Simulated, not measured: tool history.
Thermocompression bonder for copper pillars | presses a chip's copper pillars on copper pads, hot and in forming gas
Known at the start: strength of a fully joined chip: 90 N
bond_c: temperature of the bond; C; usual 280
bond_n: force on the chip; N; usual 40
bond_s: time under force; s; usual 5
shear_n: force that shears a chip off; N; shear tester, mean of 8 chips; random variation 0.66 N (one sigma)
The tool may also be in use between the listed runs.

run 1 hour=0.0 | bond_c=280 bond_n=40 bond_s=5 | shear_n=43.1
run 2 hour=9.3 | bond_c=280 bond_n=40 bond_s=3 | shear_n=35.7
run 3 hour=23.8 | bond_c=280 bond_n=38 bond_s=5 | shear_n=41.3
run 4 hour=44.4 | bond_c=280 bond_n=40 bond_s=9 | shear_n=52.3
run 5 hour=56.1 | bond_c=280 bond_n=40 bond_s=9 | shear_n=51.9
run 6 hour=68.0 | bond_c=280 bond_n=40 bond_s=9 | shear_n=50.5
run 7 hour=84.2 | bond_c=280 bond_n=40 bond_s=11 | shear_n=55.1
run 8 hour=99.7 | bond_c=280 bond_n=40 bond_s=5 | shear_n=42.5
run 9 hour=111.0 | bond_c=280 bond_n=40 bond_s=5 | shear_n=42.9
run 10 hour=125.0 | bond_c=280 bond_n=40 bond_s=5 | shear_n=42.2
run 11 hour=139.5 | bond_c=280 bond_n=40 bond_s=5 | shear_n=41.1
run 12 hour=148.9 | bond_c=280 bond_n=40 bond_s=5 | shear_n=42.2
run 13 hour=163.3 | bond_c=280 bond_n=35 bond_s=5 | shear_n=36.7
-- hour=165.7 force cell calibrated
run 14 hour=175.3 | bond_c=280 bond_n=35 bond_s=5 | shear_n=35.7
run 15 hour=192.4 | bond_c=280 bond_n=40 bond_s=5 | shear_n=41.4
run 16 hour=211.1 | bond_c=255 bond_n=40 bond_s=5 | shear_n=29.1
run 17 hour=221.5 | bond_c=255 bond_n=40 bond_s=5 | shear_n=28.3
run 18 hour=235.9 | bond_c=280 bond_n=50 bond_s=5 | shear_n=50.3
-- hour=250.1 force cell calibrated, once more
run 19 hour=252.8 | bond_c=271 bond_n=31 bond_s=6 | shear_n=31.7
run 20 hour=263.3 | bond_c=277 bond_n=37 bond_s=5 | shear_n=38.2
run 21 hour=281.6 | bond_c=277 bond_n=37 bond_s=5 | shear_n=38.3
run 22 hour=301.5 | bond_c=280 bond_n=40 bond_s=11 | shear_n=54.2
-- hour=317.2 forming gas filter changed
run 23 hour=319.5 | bond_c=286 bond_n=40 bond_s=7 | shear_n=53.2
run 24 hour=332.0 | bond_c=291 bond_n=37 bond_s=5 | shear_n=46.6
run 25 hour=352.9 | bond_c=264 bond_n=40 bond_s=8 | shear_n=41.5
run 26 hour=366.0 | bond_c=289 bond_n=59 bond_s=7 | shear_n=71.9
run 27 hour=377.9 | bond_c=289 bond_n=25 bond_s=10 | shear_n=40.2
run 28 hour=386.6 | bond_c=289 bond_n=25 bond_s=10 | shear_n=40.3
run 29 hour=405.5 | bond_c=280 bond_n=40 bond_s=6 | shear_n=48.3
run 30 hour=425.2 | bond_c=300 bond_n=27 bond_s=3 | shear_n=31.4
run 31 hour=434.7 | bond_c=301 bond_n=24 bond_s=5 | shear_n=33.2

Forecast each of these 3 alternatives for the next run:
run A hour=450.6 | bond_c=301 bond_n=24 bond_s=12 | shear_n=?
run B hour=450.6 | bond_c=282 bond_n=40 bond_s=5 | shear_n=?
run C hour=450.6 | bond_c=280 bond_n=40 bond_s=4 | shear_n=?

run=A shear_n=48.7
run=B shear_n=44.6
run=C shear_n=39.2
Without the tool's hidden state the same runs would have given:
run=A shear_n=47.7
run=B shear_n=43.4
run=C shear_n=38.0
